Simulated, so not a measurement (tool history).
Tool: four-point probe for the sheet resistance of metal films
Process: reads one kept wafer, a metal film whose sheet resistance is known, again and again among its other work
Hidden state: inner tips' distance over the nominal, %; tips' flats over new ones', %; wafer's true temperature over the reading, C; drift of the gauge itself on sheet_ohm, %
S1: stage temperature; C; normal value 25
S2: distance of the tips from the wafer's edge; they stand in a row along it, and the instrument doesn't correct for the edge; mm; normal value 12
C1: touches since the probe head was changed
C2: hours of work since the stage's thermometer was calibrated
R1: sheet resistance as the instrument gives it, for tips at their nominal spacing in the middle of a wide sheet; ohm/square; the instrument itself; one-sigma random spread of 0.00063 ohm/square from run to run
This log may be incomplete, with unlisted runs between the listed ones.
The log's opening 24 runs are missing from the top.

run	hour	S1	S2	C1	C2	R1
25	375.5	21	58	68964	513	3.130328
26	398.6	26	22	70155	527	3.134673
27	419.3	26	22	71220	540	3.135134
28	434.5	20	13	72001	549	3.138862
29	448.2	25	48	72704	557	3.130918
30	467.0	20	24	73674	569	3.131431
31	476.6	22	11	74168	574	3.145204
32	494.6	18	43	75095	585	3.129036
33	510.1	18	43	75892	595	3.129842
34	521.6	18	43	76482	602	3.129178
35	544.8	21	6	77678	616	3.176076
36	562.9	23	12	78608	627	3.141668

3 options for the next run, each taken on its own from the tool as it stands now. Forecast them:
A	580.0	33	18	79487	637	?
B	580.0	26	54	79487	637	?
C	580.0	19	13	79487	637	?

run	R1
A	3.137018
B	3.131470
C	3.137945
Had the tool no hidden state, the same runs would have come out as:
run	R1
A	3.136794
B	3.131247
C	3.137721
